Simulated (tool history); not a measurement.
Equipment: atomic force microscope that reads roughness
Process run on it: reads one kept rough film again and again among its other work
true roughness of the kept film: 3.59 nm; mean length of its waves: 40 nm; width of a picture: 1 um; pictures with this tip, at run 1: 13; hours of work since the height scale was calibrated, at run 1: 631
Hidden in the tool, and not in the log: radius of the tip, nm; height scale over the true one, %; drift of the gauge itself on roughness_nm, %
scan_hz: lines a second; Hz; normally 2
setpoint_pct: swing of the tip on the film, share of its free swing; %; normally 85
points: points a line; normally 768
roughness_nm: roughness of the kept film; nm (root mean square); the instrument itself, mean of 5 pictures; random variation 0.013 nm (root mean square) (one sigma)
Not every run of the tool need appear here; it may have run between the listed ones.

run	hour	scan_hz	setpoint_pct	points	pictures with this tip	hours of work since the height scale was calibrated	roughness_nm
1	0	2	85	768	13	631	3.079
2	29.8	2	85	768	41	645	2.961
3	50.5	2	85	352	61	655	2.854
# hour 66.6: new tip fitted
4	71.8	2	85	352	5	665	3.095
5	97.9	2	65	768	29	678	3.172
6	113.4	1.22	85	768	44	685	3.042
7	133.2	2	82	640	63	695	2.894
# hour 135.9: height scale calibrated on a step standard
# hour 148.5: new tip fitted
8	152.5	2	82	640	4	8	3.178
9	182.2	2	82	640	32	22	3.05
10	205.8	2	64	640	54	33	3.111
11	225.3	0.66	64	262	73	43	3.027

Consider 5 possible next runs. They are alternatives, not a sequence: every one starts from the tool as it was left by run 11. What does each give?
# hour 229.8: new tip fitted
A	248.6	0.64	63	363	18	54	?
# hour 229.8: new tip fitted
B	248.6	3.12	64	262	18	54	?
# hour 229.8: new tip fitted
C	248.6	0.69	64	768	18	54	?
# hour 229.8: new tip fitted
D	248.6	0.66	69	1009	18	54	?
# hour 229.8: new tip fitted
E	248.6	0.7	65	290	18	54	?

run	roughness_nm
A	3.281
B	3.151
C	3.3
D	3.308
E	3.291
With the hidden condition removed and each run's random variation left untouched, the same runs would have given:
run	roughness_nm
A	3.318
B	3.187
C	3.338
D	3.346
E	3.328
